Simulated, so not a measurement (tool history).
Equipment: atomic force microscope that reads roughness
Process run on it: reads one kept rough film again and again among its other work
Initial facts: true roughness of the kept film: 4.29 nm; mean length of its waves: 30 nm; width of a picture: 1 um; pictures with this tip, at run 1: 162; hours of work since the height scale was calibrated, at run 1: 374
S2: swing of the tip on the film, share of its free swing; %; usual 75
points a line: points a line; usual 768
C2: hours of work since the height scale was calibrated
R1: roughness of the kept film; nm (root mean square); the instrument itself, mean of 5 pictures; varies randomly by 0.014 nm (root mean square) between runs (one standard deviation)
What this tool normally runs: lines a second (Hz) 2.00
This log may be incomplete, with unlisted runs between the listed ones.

Run 1, hour 0.0: usual settings; pictures with this tip 162; C2 374. Result: R1 3.038 nm (root mean square).
Run 2, hour 14.0: usual settings but points a line 490; pictures with this tip 195; C2 384. Result: R1 2.971 nm (root mean square).
At hour 42.1: new tip fitted.
Run 3, hour 45.1: usual settings but points a line 490; pictures with this tip 7; C2 406. Result: R1 3.314 nm (root mean square).
Run 4, hour 58.7: usual settings; pictures with this tip 39; C2 416. Result: R1 3.232 nm (root mean square).
Run 5, hour 85.0: usual settings but lines a second (Hz) 0.54; pictures with this tip 102; C2 435. Result: R1 3.457 nm (root mean square).
Run 6, hour 115.7: usual settings; pictures with this tip 174; C2 457. Result: R1 2.956 nm (root mean square).
Run 7, hour 131.0: usual settings; pictures with this tip 211; C2 468. Result: R1 2.871 nm (root mean square).
Run 8, hour 145.8: usual settings; pictures with this tip 246; C2 479. Result: R1 2.826 nm (root mean square).
At hour 153.1: new tip fitted.
Run 9, hour 175.3: usual settings but points a line 336; pictures with this tip 53; C2 500. Result: R1 3.205 nm (root mean square).
Run 10, hour 191.4: usual settings but points a line 336; pictures with this tip 91; C2 511. Result: R1 3.121 nm (root mean square).
Run 11, hour 212.7: usual settings but points a line 336; pictures with this tip 142; C2 527. Result: R1 3.003 nm (root mean square).
Run 12, hour 241.7: usual settings but points a line 336; pictures with this tip 211; C2 548. Result: R1 2.866 nm (root mean square).
At hour 265.2: new tip fitted.
Run 13, hour 265.5: usual settings but points a line 336; pictures with this tip 1; C2 565. Result: R1 3.369 nm (root mean square).
Run 14, hour 280.7: usual settings but points a line 336; pictures with this tip 37; C2 576. Result: R1 3.287 nm (root mean square).
Run 15, hour 295.9: usual settings but points a line 891; pictures with this tip 73; C2 587. Result: R1 3.210 nm (root mean square).
Run 16, hour 317.1: usual settings but lines a second (Hz) 3.22, points a line 313; pictures with this tip 124; C2 602. Result: R1 2.817 nm (root mean square).
Run 17, hour 346.7: usual settings but lines a second (Hz) 1.36, S2 88 %, points a line 318; pictures with this tip 194; C2 623. Result: R1 2.793 nm (root mean square).
Run 18, hour 368.6: usual settings but lines a second (Hz) 1.36, S2 88 %, points a line 318; pictures with this tip 246; C2 639. Result: R1 2.719 nm (root mean square).
At hour 375.2: new tip fitted.
Run 19, hour 388.2: usual settings but lines a second (Hz) 1.41, S2 55 %, points a line 667; pictures with this tip 31; C2 653. Result: R1 3.717 nm (root mean square).
Run 20, hour 418.4: usual settings but S2 80 %; pictures with this tip 103; C2 675. Result: R1 3.018 nm (root mean square).
Run 21, hour 437.9: usual settings but S2 80 %; pictures with this tip 149; C2 689. Result: R1 2.888 nm (root mean square).
Run 22, hour 461.5: usual settings but lines a second (Hz) 1.32, points a line 426; pictures with this tip 205; C2 706. Result: R1 3.023 nm (root mean square).
Run 23, hour 479.5: usual settings but lines a second (Hz) 1.32, points a line 426; pictures with this tip 248; C2 719. Result: R1 2.943 nm (root mean square).
At hour 485.8: new tip fitted.
Run 24, hour 495.2: usual settings but points a line 384; pictures with this tip 22; C2 730. Result: R1 3.328 nm (root mean square).
Run 25, hour 525.7: usual settings but S2 62 %, points a line 291; pictures with this tip 95; C2 752. Result: R1 3.385 nm (root mean square).
Run 26, hour 544.5: usual settings but lines a second (Hz) 1.98, S2 85 %, points a line 314; pictures with this tip 139; C2 766. Result: R1 2.787 nm (root mean square).
Run 27, hour 559.8: usual settings but S2 70 %; pictures with this tip 176; C2 777. Result: R1 3.074 nm (root mean square).
Run 28, hour 575.8: usual settings but S2 65 %; pictures with this tip 214; C2 788. Result: R1 3.085 nm (root mean square).
At hour 598.0: new tip fitted.
Run 29, hour 605.8: usual settings but S2 58 %, points a line 1008; pictures with this tip 19; C2 810. Result: R1 3.696 nm (root mean square).

Predict each of these 4 candidate next runs independently; none follows another, all start after run 29:
Run A, hour 622.9: usual settings but S2 71 %, points a line 1008; pictures with this tip 59; C2 822. Result: R1 ?.
Run B, hour 622.9: usual settings but lines a second (Hz) 2.68, S2 58 %, points a line 594; pictures with this tip 59; C2 822. Result: R1 ?.
Run C, hour 622.9: usual settings but lines a second (Hz) 2.86, S2 65 %, points a line 712; pictures with this tip 59; C2 822. Result: R1 ?.
Run D, hour 622.9: usual settings but S2 58 %, points a line 1008; pictures with this tip 59; C2 822. Result: R1 ?.

run     R1
  A  3.363
  B  3.494
  C  3.347
  D  3.590
With the hidden condition removed and each run's random variation left untouched, the same runs would have given:
run     R1
  A  3.490
  B  3.626
  C  3.474
  D  3.726

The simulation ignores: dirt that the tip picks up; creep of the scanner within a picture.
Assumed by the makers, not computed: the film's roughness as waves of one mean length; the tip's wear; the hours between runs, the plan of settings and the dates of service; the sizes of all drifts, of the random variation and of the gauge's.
